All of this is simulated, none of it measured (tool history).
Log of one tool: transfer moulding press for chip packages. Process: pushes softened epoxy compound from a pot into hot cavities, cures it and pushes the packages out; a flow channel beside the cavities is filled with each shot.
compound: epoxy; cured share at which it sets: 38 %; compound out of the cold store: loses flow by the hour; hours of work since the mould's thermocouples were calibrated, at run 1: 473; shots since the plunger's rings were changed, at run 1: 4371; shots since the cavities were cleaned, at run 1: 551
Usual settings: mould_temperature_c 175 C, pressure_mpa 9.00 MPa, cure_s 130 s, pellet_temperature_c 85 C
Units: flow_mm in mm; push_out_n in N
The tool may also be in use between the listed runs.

run	hour	mould_temperature_c	pressure_mpa	cure_s	pellet_temperature_c	hours of work since the mould's thermocouples were calibrated	shots since the plunger's rings were changed	shots since the cavities were cleaned	incoming compound's hours out of the cold store	flow_mm	push_out_n
1	0.0	175	9.00	130	85	473	4371	551	31.6	571	552
# hour 26.4: cavities cleaned with cleaning compound and waxed
2	29.4	175	9.00	130	85	487	4575	22	34.0	567	363
3	58.3	175	9.00	130	85	502	4786	233	34.8	569	453
4	71.2	175	9.00	130	85	509	4880	327	26.8	585	496
5	89.3	175	9.00	130	85	518	5013	460	21.9	588	537
6	104.1	175	9.00	130	85	526	5121	568	19.1	591	557
# hour 129.0: cavities cleaned with cleaning compound and waxed
7	131.2	175	9.00	130	85	539	5308	17	30.8	567	345
8	150.4	175	9.00	130	85	549	5448	157	14.6	602	421
9	167.3	175	9.00	130	85	558	5571	280	13.0	602	473
10	182.7	175	9.00	130	85	566	5684	393	20.0	585	510
11	197.6	182	9.00	130	85	573	5793	502	9.2	598	477
12	213.7	182	9.00	130	85	582	5910	619	37.3	533	489
# hour 232.0: cavities cleaned with cleaning compound and waxed
13	237.4	182	9.00	130	85	593	6073	40	10.2	587	316
14	263.6	175	9.00	130	85	607	6264	231	42.8	535	446
15	276.1	168	9.59	169	94	613	6355	322	32.1	596	470
16	303.7	168	8.25	169	83	628	6558	525	11.7	595	548
# hour 308.3: plunger's sealing rings changed
17	329.6	175	9.00	161	95	640	155	695	35.8	588	515
# hour 338.0: cavities cleaned with cleaning compound and waxed
18	352.3	175	9.00	161	95	651	310	104	38.0	589	345
19	376.6	173	10.18	158	78	663	488	282	42.8	620	423
20	406.1	176	9.00	145	85	679	703	497	32.9	589	480
21	425.1	170	9.00	130	85	688	842	636	28.4	617	691
# hour 439.6: cavities cleaned with cleaning compound and waxed
22	453.5	170	10.52	138	85	702	1038	101	14.6	699	445
23	466.6	170	10.52	138	85	709	1134	197	10.3	713	521
24	482.0	175	9.00	141	91	717	1247	310	41.3	575	447
25	506.0	180	7.97	162	77	730	1423	486	10.3	593	435
26	536.1	180	7.97	162	77	745	1643	706	10.0	584	487
# hour 541.2: cavities cleaned with cleaning compound and waxed
27	566.0	180	7.97	162	77	760	1850	181	22.8	563	364
28	581.7	175	9.00	113	92	768	1964	295	30.7	595	566

Hidden state or all else? Some run-to-run changes of flow_mm, split into what the settings, what came in and random variation would give without the hidden state, and what is left for the hidden state (with any gauge scatter that isn't in both results):
The hidden state here: true mould temperature over the reading, C; pressure that reaches the compound, % of what is set; grip of the stained cavities, % over clean ones'; drift of the gauge itself on flow_mm, %; drift of the gauge itself on push_out_n, %.
Run 14 -> 15: mould_temperature_c 175 -> 168, pressure_mpa 9.00 -> 9.59, cure_s 130 -> 169, pellet_temperature_c 85 -> 94. flow_mm +61 mm: hidden state -6, all else +67.
Run 16 -> 17: mould_temperature_c 168 -> 175, pressure_mpa 8.25 -> 9.00, cure_s 169 -> 161, pellet_temperature_c 83 -> 95, plunger's sealing rings changed. flow_mm -7 mm: hidden state +48, all else -55.
Run 21 -> 22: pressure_mpa 9.00 -> 10.52, cure_s 130 -> 138, cavities cleaned with cleaning compound and waxed. flow_mm +82 mm: hidden state -3, all else +85.
Run 23 -> 24: mould_temperature_c 170 -> 175, pressure_mpa 10.52 -> 9.00, cure_s 138 -> 141, pellet_temperature_c 85 -> 91. flow_mm -138 mm: hidden state +2, all else -140.
